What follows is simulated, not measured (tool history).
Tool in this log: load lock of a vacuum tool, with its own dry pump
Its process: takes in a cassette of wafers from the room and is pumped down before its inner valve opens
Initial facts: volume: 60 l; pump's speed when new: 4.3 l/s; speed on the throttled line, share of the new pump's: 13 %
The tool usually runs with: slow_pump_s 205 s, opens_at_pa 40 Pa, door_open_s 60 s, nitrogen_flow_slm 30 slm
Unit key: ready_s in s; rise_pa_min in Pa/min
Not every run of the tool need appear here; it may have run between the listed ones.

run,hour,slow_pump_s,opens_at_pa,door_open_s,nitrogen_flow_slm,"incoming humidity of the room's air, %",ready_s,rise_pa_min
1,0.0,205,40,60,30,44.2,287.5,0.070
2,150.0,205,40,60,30,45.3,287.6,0.065
3,291.5,205,40,60,8,42.7,288.5,0.083
4,434.0,205,40,60,8,47.5,287.8,0.085
5,591.2,205,40,60,8,46.0,287.5,0.090
6,886.1,205,40,60,8,44.4,288.7,0.107
7,1049.3,205,40,60,8,46.2,288.4,0.111
8,1348.8,205,40,60,8,47.3,284.9,0.109
9,1503.9,205,40,60,8,44.2,286.6,0.117
10,1733.8,205,40,60,8,44.3,289.3,0.119
11,1970.2,205,40,60,11,43.1,287.7,0.129
12,2125.8,205,40,60,11,41.1,287.9,0.137
13,2308.4,205,45,60,11,43.5,287.8,0.149
14,2517.8,205,45,60,11,45.9,286.0,0.151
15,2704.1,205,45,60,11,44.1,288.6,0.151
16,2853.1,205,45,60,11,46.0,286.7,0.163
17,3191.3,205,45,60,11,42.8,286.2,0.167
18,3488.5,205,45,60,11,45.6,288.0,0.186
19,3737.2,205,45,60,11,42.1,287.9,0.192
20,3921.9,205,45,60,11,42.5,289.0,0.199
21,4135.8,205,45,60,11,39.2,290.4,0.205
22,4447.3,205,45,60,11,44.8,287.6,0.222
23,4751.3,118,64,60,15,45.7,208.8,0.228
24,5068.9,118,41,60,6,42.3,215.1,0.253
25,5271.4,118,41,60,6,48.3,215.4,0.264
26,5491.2,118,41,60,6,48.2,216.2,0.287
27,5709.7,156,40,60,14,45.4,248.9,0.282
28,5972.6,156,40,60,14,47.5,249.4,0.297
29,6275.6,156,40,60,14,42.3,248.5,0.310
30,6527.3,205,40,60,7,46.1,291.6,0.328
31,6854.2,312,36,60,4,45.9,382.5,0.033
32,7061.5,143,40,82,5,45.9,240.8,0.040
33,7232.4,205,56,117,8,43.2,284.9,0.042
34,7519.3,205,56,117,8,41.3,285.5,0.046
35,7782.5,178,40,62,30,38.8,266.1,0.030
36,8074.6,243,46,222,18,45.6,325.0,0.056
37,8350.5,288,46,163,7,44.3,357.5,0.070

Between the runs listed above, the log contained 1 entry, not reproduced here. Where in the sequence does each belong, and how does what the log doesn't record of the tool's condition differ from the listed run before to the listed run after?
After run 30, before run 31: door's seal changed, seat wiped (hour 6555.5)
  pump's speed, % of a new pump's: 94.9 -> 94.7; leak at the door's seal, Pa l/s: 0.3013 -> 0.0063
  what was measured, less what the result would be without the hidden state, ready_s: +4.4 -> +3.8 s; rise_pa_min: +0.298 -> +0.004 Pa/min
